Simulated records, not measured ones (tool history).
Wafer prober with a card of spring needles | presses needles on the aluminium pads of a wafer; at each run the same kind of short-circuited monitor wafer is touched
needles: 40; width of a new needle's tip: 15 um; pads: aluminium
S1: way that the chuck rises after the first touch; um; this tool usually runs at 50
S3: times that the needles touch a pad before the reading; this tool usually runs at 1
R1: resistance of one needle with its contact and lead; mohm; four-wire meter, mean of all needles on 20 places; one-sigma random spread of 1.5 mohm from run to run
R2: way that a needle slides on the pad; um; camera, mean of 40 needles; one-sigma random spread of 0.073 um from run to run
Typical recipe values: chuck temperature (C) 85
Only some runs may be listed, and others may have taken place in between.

run 1 hour=0.0 | S1=50 chuck_temperature_(C)=85 S3=1 | R1=136 R2=10.40
-- hour=1.9 tips cleaned on abrasive film
-- hour=10.3 tips cleaned on abrasive film
run 2 hour=14.3 | S1=34 chuck_temperature_(C)=85 S3=1 | R1=142 R2=6.90
-- hour=18.0 tips cleaned on abrasive film
-- hour=26.9 tips cleaned on abrasive film
run 3 hour=27.1 | S1=34 chuck_temperature_(C)=85 S3=1 | R1=144 R2=7.06
-- hour=34.8 tips cleaned on abrasive film
-- hour=42.6 tips cleaned on abrasive film
-- hour=50.2 tips cleaned on abrasive film
run 4 hour=50.2 | S1=56 chuck_temperature_(C)=85 S3=1 | R1=133 R2=11.67
-- hour=58.3 tips cleaned on abrasive film
-- hour=66.5 tips cleaned on abrasive film
run 5 hour=72.2 | S1=50 chuck_temperature_(C)=26 S3=1 | R1=124 R2=10.29
-- hour=75.2 tips cleaned on abrasive film
-- hour=83.2 tips cleaned on abrasive film
-- hour=91.3 tips cleaned on abrasive film
run 6 hour=92.1 | S1=50 chuck_temperature_(C)=85 S3=1 | R1=134 R2=10.34
-- hour=99.3 tips cleaned on abrasive film
-- hour=108.1 tips cleaned on abrasive film
run 7 hour=111.2 | S1=50 chuck_temperature_(C)=39 S3=1 | R1=127 R2=10.42
-- hour=116.6 tips cleaned on abrasive film
-- hour=118.7 height of the first contact set anew
-- hour=124.5 tips cleaned on abrasive film
run 8 hour=124.5 | S1=36 chuck_temperature_(C)=39 S3=1 | R1=134 R2=7.36
-- hour=133.3 tips cleaned on abrasive film
-- hour=142.3 tips cleaned on abrasive film
run 9 hour=142.3 | S1=50 chuck_temperature_(C)=85 S3=1 | R1=136 R2=10.25
-- hour=150.4 tips cleaned on abrasive film
-- hour=158.5 tips cleaned on abrasive film
run 10 hour=161.2 | S1=50 chuck_temperature_(C)=85 S3=1 | R1=135 R2=10.47
-- hour=166.9 tips cleaned on abrasive film
run 11 hour=171.0 | S1=50 chuck_temperature_(C)=85 S3=1 | R1=135 R2=10.27
-- hour=174.5 tips cleaned on abrasive film
-- hour=183.1 tips cleaned on abrasive film
-- hour=191.5 tips cleaned on abrasive film
run 12 hour=191.5 | S1=50 chuck_temperature_(C)=85 S3=1 | R1=138 R2=10.31
-- hour=200.1 tips cleaned on abrasive film
-- hour=207.9 tips cleaned on abrasive film
run 13 hour=207.9 | S1=50 chuck_temperature_(C)=85 S3=1 | R1=133 R2=10.33
-- hour=215.8 tips cleaned on abrasive film
-- hour=223.9 tips cleaned on abrasive film
run 14 hour=226.3 | S1=50 chuck_temperature_(C)=85 S3=2 | R1=134 R2=10.28
-- hour=232.1 tips cleaned on abrasive film
-- hour=240.5 tips cleaned on abrasive film
run 15 hour=240.5 | S1=50 chuck_temperature_(C)=85 S3=2 | R1=134 R2=10.23
-- hour=249.3 tips cleaned on abrasive film
run 16 hour=255.3 | S1=50 chuck_temperature_(C)=85 S3=2 | R1=133 R2=10.42
-- hour=257.1 tips cleaned on abrasive film
-- hour=265.3 tips cleaned on abrasive film
-- hour=273.6 tips cleaned on abrasive film
run 17 hour=277.7 | S1=32 chuck_temperature_(C)=29 S3=3 | R1=133 R2=6.63
-- hour=281.2 tips cleaned on abrasive film
-- hour=289.7 tips cleaned on abrasive film
run 18 hour=290.7 | S1=50 chuck_temperature_(C)=73 S3=1 | R1=132 R2=10.29
-- hour=297.8 tips cleaned on abrasive film
run 19 hour=300.8 | S1=31 chuck_temperature_(C)=70 S3=3 | R1=140 R2=6.39
-- hour=305.6 tips cleaned on abrasive film
run 20 hour=310.5 | S1=37 chuck_temperature_(C)=85 S3=3 | R1=138 R2=7.62
-- hour=313.5 tips cleaned on abrasive film
-- hour=322.6 tips cleaned on abrasive film
run 21 hour=325.6 | S1=37 chuck_temperature_(C)=85 S3=3 | R1=143 R2=7.51

What does the tool deliver on the next run?
-- hour=331.2 tips cleaned on abrasive film
-- hour=339.9 tips cleaned on abrasive film
run 22 hour=341.8 | S1=65 chuck_temperature_(C)=80 S3=1 | R1=? R2=?

Run 22 came out at R1 133 mohm, R2 13.42 um.
On a tool with no hidden condition, and with the same random variation, this run would have come out at R1 133 mohm, R2 13.43 um.
